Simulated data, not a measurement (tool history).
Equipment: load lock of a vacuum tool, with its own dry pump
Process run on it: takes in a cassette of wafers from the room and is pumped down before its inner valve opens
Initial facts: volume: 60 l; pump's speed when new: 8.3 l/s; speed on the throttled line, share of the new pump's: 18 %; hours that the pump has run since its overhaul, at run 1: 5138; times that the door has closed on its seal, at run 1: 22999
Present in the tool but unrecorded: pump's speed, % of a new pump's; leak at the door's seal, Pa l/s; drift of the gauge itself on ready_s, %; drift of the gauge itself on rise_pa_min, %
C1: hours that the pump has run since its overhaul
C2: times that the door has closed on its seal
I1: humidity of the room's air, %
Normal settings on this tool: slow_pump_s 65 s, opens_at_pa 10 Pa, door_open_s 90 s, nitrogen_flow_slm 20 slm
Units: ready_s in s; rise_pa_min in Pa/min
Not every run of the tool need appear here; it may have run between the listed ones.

{"run": 1, "day": 0.0, "slow_pump_s": 65, "opens_at_pa": 10, "door_open_s": 90, "nitrogen_flow_slm": 20, "C1": 5138, "C2": 22999, "I1": 43.8, "ready_s": 123.9, "rise_pa_min": 0.153}
{"run": 2, "day": 5.65, "slow_pump_s": 65, "opens_at_pa": 10, "door_open_s": 90, "nitrogen_flow_slm": 20, "C1": 5274, "C2": 23353, "I1": 46.7, "ready_s": 125, "rise_pa_min": 0.151}
{"run": 3, "day": 11.146, "slow_pump_s": 65, "opens_at_pa": 10, "door_open_s": 111, "nitrogen_flow_slm": 20, "C1": 5406, "C2": 23698, "I1": 49.8, "ready_s": 124.1, "rise_pa_min": 0.16}
{"run": 4, "day": 15.342, "slow_pump_s": 65, "opens_at_pa": 10, "door_open_s": 111, "nitrogen_flow_slm": 20, "C1": 5506, "C2": 23961, "I1": 45.7, "ready_s": 126, "rise_pa_min": 0.161}
{"run": 5, "day": 18.733, "slow_pump_s": 65, "opens_at_pa": 10, "door_open_s": 111, "nitrogen_flow_slm": 20, "C1": 5588, "C2": 24173, "I1": 42.8, "ready_s": 123.7, "rise_pa_min": 0.168}
{"run": 6, "day": 22.958, "slow_pump_s": 65, "opens_at_pa": 10, "door_open_s": 111, "nitrogen_flow_slm": 20, "C1": 5689, "C2": 24438, "I1": 46.4, "ready_s": 125.4, "rise_pa_min": 0.166}
{"run": 7, "day": 26.554, "slow_pump_s": 65, "opens_at_pa": 10, "door_open_s": 111, "nitrogen_flow_slm": 20, "C1": 5775, "C2": 24664, "I1": 44.6, "ready_s": 124.6, "rise_pa_min": 0.165}
{"run": 8, "day": 31.642, "slow_pump_s": 65, "opens_at_pa": 10, "door_open_s": 111, "nitrogen_flow_slm": 20, "C1": 5897, "C2": 24983, "I1": 47.6, "ready_s": 126, "rise_pa_min": 0.174}
{"run": 9, "day": 36.529, "slow_pump_s": 65, "opens_at_pa": 10, "door_open_s": 111, "nitrogen_flow_slm": 20, "C1": 6015, "C2": 25289, "I1": 43, "ready_s": 124.6, "rise_pa_min": 0.171}
{"run": 10, "day": 42.596, "slow_pump_s": 65, "opens_at_pa": 10, "door_open_s": 111, "nitrogen_flow_slm": 20, "C1": 6160, "C2": 25670, "I1": 42.2, "ready_s": 124.7, "rise_pa_min": 0.167}
{"run": 11, "day": 50.442, "slow_pump_s": 65, "opens_at_pa": 8, "door_open_s": 90, "nitrogen_flow_slm": 20, "C1": 6349, "C2": 26162, "I1": 46.4, "ready_s": 127.5, "rise_pa_min": 0.178}
{"run": 12, "day": 54.162, "slow_pump_s": 80, "opens_at_pa": 10, "door_open_s": 90, "nitrogen_flow_slm": 20, "C1": 6438, "C2": 26395, "I1": 45.7, "ready_s": 138, "rise_pa_min": 0.178}
{"run": 13, "day": 58.992, "slow_pump_s": 80, "opens_at_pa": 10, "door_open_s": 90, "nitrogen_flow_slm": 20, "C1": 6554, "C2": 26698, "I1": 45.7, "ready_s": 138.3, "rise_pa_min": 0.178}
{"day": 60.029, "done": "door's seal changed, seat wiped"}
{"run": 14, "day": 63.167, "slow_pump_s": 80, "opens_at_pa": 10, "door_open_s": 90, "nitrogen_flow_slm": 20, "C1": 6653, "C2": 197, "I1": 46.3, "ready_s": 137.8, "rise_pa_min": 0.045}
{"run": 15, "day": 68.938, "slow_pump_s": 65, "opens_at_pa": 12, "door_open_s": 90, "nitrogen_flow_slm": 20, "C1": 6791, "C2": 559, "I1": 45.4, "ready_s": 124, "rise_pa_min": 0.047}
{"run": 16, "day": 72.733, "slow_pump_s": 65, "opens_at_pa": 12, "door_open_s": 90, "nitrogen_flow_slm": 20, "C1": 6882, "C2": 797, "I1": 43.5, "ready_s": 124, "rise_pa_min": 0.037}
{"run": 17, "day": 77.192, "slow_pump_s": 65, "opens_at_pa": 12, "door_open_s": 90, "nitrogen_flow_slm": 20, "C1": 6989, "C2": 1076, "I1": 44.5, "ready_s": 124.3, "rise_pa_min": 0.044}
{"run": 18, "day": 80.833, "slow_pump_s": 65, "opens_at_pa": 12, "door_open_s": 90, "nitrogen_flow_slm": 20, "C1": 7077, "C2": 1304, "I1": 43.4, "ready_s": 123.5, "rise_pa_min": 0.041}
{"run": 19, "day": 85.192, "slow_pump_s": 124, "opens_at_pa": 8, "door_open_s": 90, "nitrogen_flow_slm": 35, "C1": 7181, "C2": 1578, "I1": 45, "ready_s": 174.5, "rise_pa_min": 0.033}
{"run": 20, "day": 93.004, "slow_pump_s": 121, "opens_at_pa": 11, "door_open_s": 90, "nitrogen_flow_slm": 20, "C1": 7369, "C2": 2068, "I1": 47.8, "ready_s": 168.4, "rise_pa_min": 0.047}
{"run": 21, "day": 99.879, "slow_pump_s": 110, "opens_at_pa": 14, "door_open_s": 90, "nitrogen_flow_slm": 20, "C1": 7534, "C2": 2499, "I1": 45, "ready_s": 159.4, "rise_pa_min": 0.049}
{"run": 22, "day": 107.429, "slow_pump_s": 35, "opens_at_pa": 10, "door_open_s": 90, "nitrogen_flow_slm": 12, "C1": 7715, "C2": 2972, "I1": 48.3, "ready_s": 102.2, "rise_pa_min": 0.06}
{"run": 23, "day": 112.412, "slow_pump_s": 109, "opens_at_pa": 10, "door_open_s": 78, "nitrogen_flow_slm": 12, "C1": 7834, "C2": 3285, "I1": 44.4, "ready_s": 162.2, "rise_pa_min": 0.056}
{"run": 24, "day": 118.55, "slow_pump_s": 51, "opens_at_pa": 8, "door_open_s": 78, "nitrogen_flow_slm": 12, "C1": 7982, "C2": 3670, "I1": 43.6, "ready_s": 117.4, "rise_pa_min": 0.046}
{"run": 25, "day": 124.383, "slow_pump_s": 63, "opens_at_pa": 10, "door_open_s": 90, "nitrogen_flow_slm": 28, "C1": 8122, "C2": 4035, "I1": 46.2, "ready_s": 123.6, "rise_pa_min": 0.044}
{"run": 26, "day": 131.238, "slow_pump_s": 65, "opens_at_pa": 13, "door_open_s": 90, "nitrogen_flow_slm": 24, "C1": 8286, "C2": 4465, "I1": 44.2, "ready_s": 125.5, "rise_pa_min": 0.045}
{"run": 27, "day": 134.867, "slow_pump_s": 65, "opens_at_pa": 13, "door_open_s": 90, "nitrogen_flow_slm": 24, "C1": 8373, "C2": 4693, "I1": 45.1, "ready_s": 122.8, "rise_pa_min": 0.046}
{"run": 28, "day": 142.046, "slow_pump_s": 65, "opens_at_pa": 10, "door_open_s": 90, "nitrogen_flow_slm": 8, "C1": 8546, "C2": 5143, "I1": 44, "ready_s": 127.1, "rise_pa_min": 0.068}
{"run": 29, "day": 147.942, "slow_pump_s": 44, "opens_at_pa": 10, "door_open_s": 82, "nitrogen_flow_slm": 6, "C1": 8687, "C2": 5512, "I1": 47.2, "ready_s": 110.5, "rise_pa_min": 0.086}
{"run": 30, "day": 152.058, "slow_pump_s": 38, "opens_at_pa": 11, "door_open_s": 124, "nitrogen_flow_slm": 26, "C1": 8786, "C2": 5771, "I1": 46.4, "ready_s": 104.6, "rise_pa_min": 0.055}
{"run": 31, "day": 159.825, "slow_pump_s": 38, "opens_at_pa": 11, "door_open_s": 124, "nitrogen_flow_slm": 26, "C1": 8972, "C2": 6258, "I1": 42.2, "ready_s": 105.9, "rise_pa_min": 0.05}
{"run": 32, "day": 167.588, "slow_pump_s": 100, "opens_at_pa": 11, "door_open_s": 27, "nitrogen_flow_slm": 26, "C1": 9159, "C2": 6744, "I1": 44.4, "ready_s": 155.4, "rise_pa_min": 0.029}
{"run": 33, "day": 172.846, "slow_pump_s": 43, "opens_at_pa": 19, "door_open_s": 90, "nitrogen_flow_slm": 6, "C1": 9285, "C2": 7074, "I1": 41.2, "ready_s": 103.8, "rise_pa_min": 0.077}
{"run": 34, "day": 179.042, "slow_pump_s": 39, "opens_at_pa": 19, "door_open_s": 34, "nitrogen_flow_slm": 6, "C1": 9434, "C2": 7463, "I1": 48.8, "ready_s": 100.4, "rise_pa_min": 0.057}
{"run": 35, "day": 184.646, "slow_pump_s": 69, "opens_at_pa": 8, "door_open_s": 34, "nitrogen_flow_slm": 6, "C1": 9568, "C2": 7814, "I1": 46.6, "ready_s": 132.8, "rise_pa_min": 0.058}
{"run": 36, "day": 191.15, "slow_pump_s": 86, "opens_at_pa": 17, "door_open_s": 90, "nitrogen_flow_slm": 20, "C1": 9724, "C2": 8222, "I1": 46.4, "ready_s": 139.3, "rise_pa_min": 0.062}

Branching from run 36: 5 alternative next runs. What would each branch give?
{"run": "A", "day": 196.967, "slow_pump_s": 65, "opens_at_pa": 10, "door_open_s": 90, "nitrogen_flow_slm": 21, "C1": 9864, "C2": 8587, "I1": 43.3, "ready_s": "?", "rise_pa_min": "?"}
{"run": "B", "day": 196.967, "slow_pump_s": 102, "opens_at_pa": 20, "door_open_s": 90, "nitrogen_flow_slm": 5, "C1": 9864, "C2": 8587, "I1": 44.8, "ready_s": "?", "rise_pa_min": "?"}
{"run": "C", "day": 196.967, "slow_pump_s": 65, "opens_at_pa": 10, "door_open_s": 90, "nitrogen_flow_slm": 15, "C1": 9864, "C2": 8587, "I1": 45.8, "ready_s": "?", "rise_pa_min": "?"}
{"run": "D", "day": 196.967, "slow_pump_s": 85, "opens_at_pa": 17, "door_open_s": 90, "nitrogen_flow_slm": 20, "C1": 9864, "C2": 8587, "I1": 44.5, "ready_s": "?", "rise_pa_min": "?"}
{"run": "E", "day": 196.967, "slow_pump_s": 65, "opens_at_pa": 8, "door_open_s": 44, "nitrogen_flow_slm": 9, "C1": 9864, "C2": 8587, "I1": 45, "ready_s": "?", "rise_pa_min": "?"}

run=A ready_s=127.3 rise_pa_min=0.064
run=B ready_s=153.6 rise_pa_min=0.097
run=C ready_s=129.5 rise_pa_min=0.069
run=D ready_s=139.3 rise_pa_min=0.061
run=E ready_s=129.2 rise_pa_min=0.056
With no hidden state in the tool, these same runs would have given:
run=A ready_s=120.3 rise_pa_min=0.041
run=B ready_s=148 rise_pa_min=0.074
run=C ready_s=122.3 rise_pa_min=0.046
run=D ready_s=133.1 rise_pa_min=0.039
run=E ready_s=121.9 rise_pa_min=0.033
